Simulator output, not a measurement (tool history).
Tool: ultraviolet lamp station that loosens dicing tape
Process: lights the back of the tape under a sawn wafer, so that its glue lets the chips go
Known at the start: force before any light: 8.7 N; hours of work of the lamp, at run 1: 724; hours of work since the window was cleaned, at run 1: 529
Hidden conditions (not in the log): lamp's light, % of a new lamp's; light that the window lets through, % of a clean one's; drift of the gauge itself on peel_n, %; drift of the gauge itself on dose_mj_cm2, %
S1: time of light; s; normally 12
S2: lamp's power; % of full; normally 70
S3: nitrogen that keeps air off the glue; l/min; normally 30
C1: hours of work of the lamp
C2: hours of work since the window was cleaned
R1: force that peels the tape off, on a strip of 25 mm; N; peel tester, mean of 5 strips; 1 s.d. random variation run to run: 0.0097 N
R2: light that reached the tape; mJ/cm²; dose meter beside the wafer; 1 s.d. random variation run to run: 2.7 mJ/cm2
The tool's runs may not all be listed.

run,hour,S1,S2,S3,C1,C2,R1,R2
1,0,12,70,30,724,529,0.781,256
2,30.8,12,70,26,745,550,0.889,249
3,73.8,12,91,30,774,580,0.497,322
# hour 110.8: window cleaned of glue's vapour
4,130,9,70,30,812,13,1.645,164
5,168.7,12,70,30,838,39,1.04,214
6,222.7,12,70,12,875,76,2.025,215
7,262.3,12,70,12,902,103,2.026,205
8,294,12,70,30,924,125,1.14,213
9,327.7,12,70,30,947,148,1.204,202
10,364.6,12,70,30,972,173,1.238,199
# hour 368.5: window cleaned of glue's vapour, once more
11,399.4,12,70,30,995,21,0.704,269
12,445.7,12,70,30,1027,53,0.723,267
13,484.1,12,70,30,1053,79,0.753,260
# hour 493.3: lamp changed
14,540.1,12,70,30,32,116,0.443,345
15,578.7,12,70,30,58,142,0.467,338
16,624.4,12,70,47,89,174,0.384,329
17,655.2,12,70,47,110,195,0.388,330
18,700.3,12,70,30,141,225,0.506,318
19,740.1,12,70,30,168,252,0.539,318
20,782.1,12,70,30,197,281,0.531,312
21,829.8,12,70,52,229,313,0.397,305
22,855.4,21,81,10,247,331,0.351,612
23,889.9,21,81,10,270,354,0.356,609
24,929.1,10,71,31,297,381,0.808,250
25,967.6,10,71,31,323,407,0.844,246
26,992.4,10,71,31,340,424,0.843,243
27,1039.2,7,70,18,372,456,2.123,166
28,1084.6,7,70,18,403,487,2.231,160
29,1116.4,21,99,18,424,509,0.251,674
30,1154.2,11,99,18,450,534,0.611,352
31,1202.1,7,65,13,483,567,2.968,142
# hour 1257.1: window cleaned of glue's vapour
32,1258,12,85,54,520,1,0.305,368
33,1306.9,12,93,10,554,34,0.745,400
34,1351.3,12,93,10,584,64,0.785,397
35,1403.1,12,91,26,619,99,0.407,380
36,1444.1,23,95,30,647,127,0.224,737
37,1491.1,23,95,30,679,159,0.226,731
38,1533.8,7,65,27,708,188,2.058,152
39,1558.7,21,62,16,725,205,0.487,422
40,1608,14,93,50,759,239,0.284,415
41,1646.6,21,81,30,785,265,0.257,532
42,1682.3,19,71,11,809,290,0.651,417

Entry by entry between the runs, the difference in hidden state between the last listed run before and the first listed run after:
Runs 3 to 4: window cleaned of glue's vapour (hour 110.8)
  lamp's light, % of a new lamp's: 81.9 -> 81; light that the window lets through, % of a clean one's: 83.9 -> 76.4
  difference, measured minus the result without the unlogged condition, R1: +0.207 -> +0.941 N; R2: -147 -> -102 mJ/cm²
Runs 10 to 11: window cleaned of glue's vapour, once more (hour 368.5)
  lamp's light, % of a new lamp's: 76.8 -> 76.2; light that the window lets through, % of a clean one's: 72.3 -> 98.8
  difference, measured minus the result without the unlogged condition, R1: +0.818 -> +0.284 N; R2: -160 -> -89 mJ/cm²
Runs 13 to 14: lamp changed (hour 493.3)
  lamp's light, % of a new lamp's: 74.7 -> 98.6; light that the window lets through, % of a clean one's: 97.3 -> 96.3
  difference, measured minus the result without the unlogged condition, R1: +0.336 -> +0.037 N; R2: -97 -> -18 mJ/cm²
Runs 31 to 32: window cleaned of glue's vapour (hour 1257.1)
  lamp's light, % of a new lamp's: 87 -> 86; light that the window lets through, % of a clean one's: 84.3 -> 99.2
  difference, measured minus the result without the unlogged condition, R1: +0.91 -> +0.04 N; R2: -52 -> -64 mJ/cm²
